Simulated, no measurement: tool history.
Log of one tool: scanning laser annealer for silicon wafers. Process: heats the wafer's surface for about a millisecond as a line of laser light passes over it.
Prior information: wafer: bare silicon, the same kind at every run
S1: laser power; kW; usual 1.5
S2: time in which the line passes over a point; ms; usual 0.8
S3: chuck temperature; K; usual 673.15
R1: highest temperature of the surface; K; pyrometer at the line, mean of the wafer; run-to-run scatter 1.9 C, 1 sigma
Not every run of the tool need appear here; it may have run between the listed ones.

Run 1, hour 0: usual settings. Result: R1 1496.15 K.
Run 2, hour 11.7: usual settings. Result: R1 1497.15 K.
Run 3, hour 22.1: usual settings but S2 0.605 ms. Result: R1 1388.15 K.
Run 4, hour 35.5: usual settings but S1 1.434 kW, S2 0.605 ms. Result: R1 1358.15 K.
Run 5, hour 58.2: usual settings. Result: R1 1495.15 K.
Run 6, hour 71.3: usual settings. Result: R1 1494.15 K.
Run 7, hour 92.5: usual settings. Result: R1 1494.15 K.
Run 8, hour 115.7: usual settings. Result: R1 1491.15 K.
Run 9, hour 132.8: usual settings. Result: R1 1491.15 K.
Run 10, hour 150.5: usual settings but S1 1.323 kW, S3 638.15 K. Result: R1 1369.15 K.
Run 11, hour 173.9: usual settings but S2 0.648 ms. Result: R1 1405.15 K.
Run 12, hour 193.2: usual settings but S1 1.409 kW. Result: R1 1441.15 K.
Run 13, hour 217.8: usual settings but S1 1.288 kW, S2 0.917 ms, S3 652.15 K. Result: R1 1409.15 K.
Run 14, hour 234.1: usual settings but S1 1.288 kW, S2 0.907 ms, S3 686.15 K. Result: R1 1437.15 K.
Run 15, hour 244.3: usual settings but S1 1.62 kW, S2 0.601 ms, S3 686.15 K. Result: R1 1444.15 K.
Run 16, hour 269.6: usual settings but S1 1.377 kW, S2 0.601 ms, S3 648.15 K. Result: R1 1296.15 K.
Run 17, hour 286.5: usual settings but S1 1.552 kW, S2 0.749 ms, S3 637.15 K. Result: R1 1451.15 K.
Run 18, hour 302.9: usual settings but S1 1.573 kW, S2 0.878 ms. Result: R1 1566.15 K.

Predict each of these 5 candidate next runs independently; none follows another, all start after run 18:
Run A, hour 320.6: usual settings but S1 1.477 kW, S2 0.879 ms, S3 690.15 K. Result: R1 ?.
Run B, hour 320.6: usual settings but S1 1.573 kW, S2 0.716 ms, S3 655.15 K. Result: R1 ?.
Run C, hour 320.6: usual settings but S1 1.378 kW, S2 0.775 ms, S3 649.15 K. Result: R1 ?.
Run D, hour 320.6: usual settings but S1 1.373 kW, S2 0.619 ms, S3 710.15 K. Result: R1 ?.
Run E, hour 320.6: usual settings but S1 1.458 kW, S2 0.878 ms, S3 681.15 K. Result: R1 ?.

run       R1
  A  1531.15
  B  1459.15
  C  1389.15
  D  1364.15
  E  1512.15
The same runs, with their run-to-run variation unchanged, on a tool lacking any hidden condition would have given:
run       R1
  A  1562.15
  B  1488.15
  C  1416.15
  D  1388.15
  E  1542.15

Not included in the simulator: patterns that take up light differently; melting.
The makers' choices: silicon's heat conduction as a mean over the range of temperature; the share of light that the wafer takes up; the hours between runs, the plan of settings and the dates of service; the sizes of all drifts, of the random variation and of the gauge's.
